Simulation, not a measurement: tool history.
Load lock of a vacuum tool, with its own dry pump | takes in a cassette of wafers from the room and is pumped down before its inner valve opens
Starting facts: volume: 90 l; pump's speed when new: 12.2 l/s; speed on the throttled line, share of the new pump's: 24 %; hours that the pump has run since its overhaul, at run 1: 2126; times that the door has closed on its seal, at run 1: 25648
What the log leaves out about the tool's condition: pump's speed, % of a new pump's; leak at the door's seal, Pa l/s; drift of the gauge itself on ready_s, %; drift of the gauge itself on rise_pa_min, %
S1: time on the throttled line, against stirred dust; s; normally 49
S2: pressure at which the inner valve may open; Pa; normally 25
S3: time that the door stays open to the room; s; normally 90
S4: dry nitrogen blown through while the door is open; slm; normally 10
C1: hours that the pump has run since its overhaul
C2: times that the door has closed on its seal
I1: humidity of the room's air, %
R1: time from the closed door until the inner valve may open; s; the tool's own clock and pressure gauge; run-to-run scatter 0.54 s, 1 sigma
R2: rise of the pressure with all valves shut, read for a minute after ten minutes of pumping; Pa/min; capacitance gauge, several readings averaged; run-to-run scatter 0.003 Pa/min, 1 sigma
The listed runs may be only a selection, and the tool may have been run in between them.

run,hour,S1,S2,S3,S4,C1,C2,I1,R1,R2
1,0,49,25,90,10,2126,25648,43,98.9,0.176
# hour 186.7: door's seal changed, seat wiped
2,234.5,49,25,90,10,2359,234,47.2,99.4,0.04
3,424.9,49,25,90,10,2550,1164,44.1,101.3,0.037
4,700.3,49,25,90,10,2825,2509,42.9,99.9,0.042
5,1123.4,49,25,90,10,3248,4576,47.1,99.6,0.049
6,1513.8,49,42,90,10,3638,6484,49,96,0.053
7,1714.5,49,42,90,10,3839,7464,44.5,97.2,0.054
8,2020.1,49,42,90,24,4145,8957,48,96.7,0.052
9,2303.1,49,42,90,24,4428,10340,45.1,98.3,0.052
10,2537.6,49,42,90,24,4662,11486,45,97.1,0.06
11,2883.7,49,42,90,24,5008,13176,47.4,96.5,0.064
12,3169.2,49,42,90,24,5294,14572,42.9,97.2,0.075
13,3390.2,49,25,90,10,5515,15651,42,102.2,0.093
14,3727.1,49,25,90,10,5852,17297,44.1,100.7,0.106
15,4136.4,49,25,90,10,6261,19297,44.9,101.8,0.114
16,4325.9,49,25,90,7,6451,20223,42.9,102.9,0.127
17,4569.6,49,29,90,7,6694,21413,43.5,101.5,0.135
18,4858.1,49,25,90,10,6983,22823,44.3,103.1,0.138
19,5119.8,49,25,129,10,7244,24102,45.6,103.4,0.152
20,5489.2,25,19,90,43,7614,25906,43.2,87.4,0.138
# hour 5627.6: door's seal changed, seat wiped
21,5665.4,49,23,85,11,7789,185,42.6,104.3,0.039
22,6036.2,49,25,90,15,8159,1996,47.1,103.6,0.037
23,6317.5,49,25,90,15,8441,3371,44,103.3,0.034
24,6608.7,49,25,90,15,8732,4794,45.2,104.4,0.044
25,6849.2,43,25,90,15,8972,5968,43.7,100.1,0.043
26,7272.1,49,25,48,28,9395,8034,44.3,105,0.043
27,7464.8,70,25,48,28,9588,8976,44.6,120.7,0.049
28,7657.5,51,29,142,25,9781,9918,47,104.9,0.064
29,7950.7,51,29,142,25,10074,11350,41.9,106.3,0.059
30,8324.3,51,29,142,25,10447,13175,47.2,105.5,0.073
31,8736.7,51,29,142,25,10860,15190,45.6,106.6,0.085
32,9004.8,51,29,142,25,11128,16500,46.2,106.9,0.094
33,9401.9,72,35,25,15,11525,18440,44.5,120.9,0.1
34,9671.1,72,35,25,15,11794,19755,44.9,121.3,0.106
# hour 10065.3: dry pump taken out, an overhauled one fitted
35,10065.3,49,25,191,8,0,21652,44.1,98.8,0.146
36,10416,60,18,91,7,351,23366,43.3,109.7,0.151
37,10732.6,82,39,103,9,667,24912,40.2,120.4,0.152

For some of the steps in R1 from one run to the next: how much would appear even if the tool had no hidden state, given the settings, what came in and random variation, and how much remains for the hidden state plus any gauge scatter that the measured result and the result without hidden state don't share?
Run 19 -> 20: S1 49 -> 25, S2 25 -> 19, S3 129 -> 90, S4 10 -> 43. R1 -16 s: hidden state +1, all else -17.
Run 20 -> 21: S1 25 -> 49, S2 19 -> 23, S3 90 -> 85, S4 43 -> 11, door's seal changed, seat wiped. R1 +16.9 s: hidden state -0.6, all else +17.5.
Run 34 -> 35: S1 72 -> 49, S2 35 -> 25, S3 25 -> 191, S4 15 -> 8, dry pump taken out, an overhauled one fitted. R1 -22.5 s: hidden state -7, all else -15.5.

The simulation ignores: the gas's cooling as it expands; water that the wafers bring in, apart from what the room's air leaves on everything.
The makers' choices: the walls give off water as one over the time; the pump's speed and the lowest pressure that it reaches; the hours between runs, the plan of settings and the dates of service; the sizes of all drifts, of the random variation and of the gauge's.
